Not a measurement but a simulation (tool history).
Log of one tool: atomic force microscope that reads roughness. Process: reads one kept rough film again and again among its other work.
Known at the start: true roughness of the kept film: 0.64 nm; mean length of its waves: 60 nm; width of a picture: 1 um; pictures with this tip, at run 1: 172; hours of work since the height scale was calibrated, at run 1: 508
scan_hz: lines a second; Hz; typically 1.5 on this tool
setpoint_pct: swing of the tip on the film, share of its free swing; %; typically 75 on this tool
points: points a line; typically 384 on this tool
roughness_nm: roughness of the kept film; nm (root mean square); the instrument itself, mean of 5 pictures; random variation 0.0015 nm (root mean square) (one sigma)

| run | day | scan_hz | setpoint_pct | points | pictures with this tip | hours of work since the height scale was calibrated | roughness_nm |
|---|---|---|---|---|---|---|---|
| 1 | 0 | 1.5 | 75 | 384 | 172 | 508 | 0.558 |
| 2 | 0.658 | 1.5 | 75 | 330 | 184 | 515 | 0.558 |
| 3 | 2.025 | 1.5 | 75 | 739 | 208 | 528 | 0.561 |
| 4 | 3.467 | 1.5 | 75 | 739 | 234 | 543 | 0.558 |
| 5 | 4.538 | 1.5 | 75 | 924 | 253 | 553 | 0.559 |
| 6 | 5.912 | 1.5 | 75 | 924 | 277 | 567 | 0.56 |
| 7 | 7.208 | 1.5 | 75 | 924 | 300 | 580 | 0.557 |
| 8 | 7.933 | 0.6 | 75 | 924 | 313 | 587 | 0.601 |
| 9 | 9.138 | 0.6 | 75 | 924 | 334 | 599 | 0.595 |
|  | 10.042 | new tip fitted |
| 10 | 10.525 | 0.6 | 75 | 924 | 9 | 613 | 0.61 |
| 11 | 11.625 | 0.6 | 75 | 924 | 28 | 624 | 0.607 |
| 12 | 13.021 | 2.41 | 75 | 924 | 53 | 637 | 0.526 |
| 13 | 14.196 | 1.5 | 75 | 384 | 74 | 649 | 0.562 |
|  | 14.367 | height scale calibrated on a step standard |
| 14 | 15.708 | 1.5 | 75 | 384 | 100 | 13 | 0.564 |
| 15 | 17.083 | 1.5 | 75 | 384 | 124 | 27 | 0.566 |
| 16 | 18.3 | 1.5 | 75 | 384 | 146 | 39 | 0.565 |
|  | 18.771 | height scale calibrated on a step standard, once more |
| 17 | 19.325 | 1.5 | 75 | 384 | 163 | 5 | 0.559 |
| 18 | 20.7 | 0.9 | 86 | 384 | 187 | 19 | 0.556 |
| 19 | 21.408 | 0.9 | 86 | 384 | 200 | 26 | 0.555 |
| 20 | 22.521 | 2.19 | 74 | 297 | 220 | 37 | 0.534 |
| 21 | 23.704 | 1.9 | 58 | 437 | 241 | 49 | 0.596 |
| 22 | 24.638 | 0.73 | 58 | 541 | 257 | 58 | 0.615 |
| 23 | 25.542 | 0.6 | 77 | 355 | 273 | 67 | 0.593 |
| 24 | 26.483 | 1.5 | 74 | 259 | 290 | 77 | 0.56 |
| 25 | 27.738 | 0.87 | 89 | 384 | 312 | 89 | 0.547 |
| 26 | 29.179 | 0.87 | 89 | 384 | 338 | 104 | 0.543 |
|  | 29.817 | new tip fitted |
| 27 | 29.846 | 1.09 | 58 | 384 | 0 | 110 | 0.617 |
| 28 | 30.612 | 0.82 | 75 | 384 | 14 | 118 | 0.592 |
| 29 | 31.279 | 0.82 | 75 | 384 | 26 | 124 | 0.593 |
| 30 | 32.654 | 1.18 | 88 | 473 | 50 | 138 | 0.533 |
| 31 | 33.675 | 1.5 | 90 | 384 | 68 | 148 | 0.5 |
| 32 | 34.554 | 1.46 | 71 | 291 | 84 | 157 | 0.577 |

5 options for the next run, each taken on its own from the tool as it stands now. Forecast them:
| A | 35.2 | 1.46 | 69 | 291 | 95 | 163 | ? |
| B | 35.2 | 0.92 | 78 | 291 | 95 | 163 | ? |
| C | 35.2 | 0.8 | 71 | 291 | 95 | 163 | ? |
| D | 35.2 | 3.53 | 76 | 666 | 95 | 163 | ? |
| E | 35.2 | 1.46 | 89 | 941 | 95 | 163 | ? |

| run | roughness_nm |
|---|---|
| A | 0.579 |
| B | 0.577 |
| C | 0.599 |
| D | 0.482 |
| E | 0.505 |
The same runs, with their run-to-run variation unchanged, on a tool lacking any hidden condition would have given:
| run | roughness_nm |
|---|---|
| A | 0.581 |
| B | 0.579 |
| C | 0.601 |
| D | 0.484 |
| E | 0.506 |
